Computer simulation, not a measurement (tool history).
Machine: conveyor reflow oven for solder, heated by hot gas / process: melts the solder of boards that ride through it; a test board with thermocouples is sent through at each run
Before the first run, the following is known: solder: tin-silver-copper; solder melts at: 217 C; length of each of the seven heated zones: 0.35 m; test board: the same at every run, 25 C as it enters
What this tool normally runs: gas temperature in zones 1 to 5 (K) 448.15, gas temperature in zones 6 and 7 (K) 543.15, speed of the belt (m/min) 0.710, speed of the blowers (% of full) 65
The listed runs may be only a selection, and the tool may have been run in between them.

run     day  gas temperature in zones 1 to 5 (K)  gas temperature in zones 6 and 7 (K)  speed of the belt (m/min)  speed of the blowers (% of full)  highest temperature of the board (K)  time above the solder's melting point (s)
  1   0.000                               448.15                                543.15                      0.710                                65                                531.55                                       48.3
  2   1.283                               448.15                                543.15                      0.710                                65                                532.35                                       48.3
  3   2.529                               448.15                                543.15                      0.801                                65                                528.35                                       41.0
  4   3.325                               448.15                                543.15                      0.801                                65                                528.05                                       41.4
      3.829  -- flux residue cleaned out of gas plates and filters
  5   5.342                               448.15                                543.15                      0.801                                65                                528.75                                       41.3
  6   6.508                               448.15                                543.15                      0.710                                62                                531.55                                       48.0
  7   7.458                               448.15                                542.15                      0.625                                62                                533.55                                       56.5
  8   8.783                               448.15                                542.15                      0.625                                62                                533.65                                       56.3
  9   9.742                               458.15                                543.15                      0.710                                53                                531.45                                       50.7
 10  11.508                               458.15                                543.15                      0.657                                62                                534.55                                       57.0

Predict the results of run 11:
 11  12.400                               458.15                                547.15                      0.791                                64                                     ?                                          ?

Logged for run 11: highest temperature of the board (K) 533.65, time above the solder's melting point (s) 46.6.
With no hidden state in the tool, this same run would have given highest temperature of the board (K) 533.55, time above the solder's melting point (s) 46.5.

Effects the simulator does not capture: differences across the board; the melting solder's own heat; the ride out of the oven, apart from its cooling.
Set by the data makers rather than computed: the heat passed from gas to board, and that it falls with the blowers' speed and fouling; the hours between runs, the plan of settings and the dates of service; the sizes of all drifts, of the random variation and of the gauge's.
